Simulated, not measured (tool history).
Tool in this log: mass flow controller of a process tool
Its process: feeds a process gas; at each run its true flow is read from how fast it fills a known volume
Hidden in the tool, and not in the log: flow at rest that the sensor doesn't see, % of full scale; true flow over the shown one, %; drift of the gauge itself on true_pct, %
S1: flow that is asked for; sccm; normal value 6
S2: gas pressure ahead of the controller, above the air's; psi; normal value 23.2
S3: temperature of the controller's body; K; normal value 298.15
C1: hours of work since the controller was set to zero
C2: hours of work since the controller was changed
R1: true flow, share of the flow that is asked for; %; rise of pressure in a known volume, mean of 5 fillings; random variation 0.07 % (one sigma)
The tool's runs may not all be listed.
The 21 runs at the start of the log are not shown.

run	hour	S1	S2	S3	C1	C2	R1
22	3005.8	6	23.2	298.15	4310	4310	95.52
23	3165.7	6	23.2	298.15	4431	4431	95.39
24	3247.8	6	23.2	298.15	4493	4493	95.49
25	3360.9	6	23.2	298.15	4579	4579	95.19
26	3481.2	4	30.6	303.15	4670	4670	94.16
27	3604.2	6	28.9	302.15	4763	4763	95.39
28	3726.2	10	28.6	297.15	4856	4856	96.13
29	3906.5	6	25.8	312.15	4993	4993	96.12
30	3993.4	6	25.8	312.15	5058	5058	96.13
31	4172.6	4	24.5	311.15	5194	5194	94.72
32	4316.9	4	24.5	311.15	5304	5304	94.7
33	4497.7	3	34.2	294.15	5441	5441	91.39
# hour 4511: controller's zero set anew
34	4624.2	6	23.2	303.15	86	5536	97.39
35	4731.8	5	23.2	306.15	167	5618	97.34
36	4856.5	5	23.2	306.15	262	5713	97.36
37	5041.1	4	20.6	298.15	402	5853	96.51
38	5230.3	4	20.6	298.15	545	5996	96.28
39	5427.2	4	20.6	298.15	695	6145	96.3
40	5564.4	4	20.6	298.15	799	6249	96
41	5703.4	2	20.6	295.15	904	6355	94.87
42	5866.7	2	20.6	295.15	1028	6479	94.5
43	6034.4	6	29.6	298.15	1155	6606	96.03
44	6183	4	22.5	297.15	1268	6718	95.61

Predict each of these 5 candidate next runs independently; none follows another, all start after run 44:
A	6313.6	6	35.2	294.15	1367	6817	?
B	6313.6	4	22.5	302.15	1367	6817	?
C	6313.6	6	23.2	294.15	1367	6817	?
D	6313.6	6	27.3	293.15	1367	6817	?
E	6313.6	15	34.4	301.15	1367	6817	?

run	R1
A	95.3
B	95.99
C	95.76
D	95.46
E	97.31
Without the tool's hidden state the same runs would have given:
run	R1
A	97.81
B	98.81
C	98.27
D	97.97
E	99.43
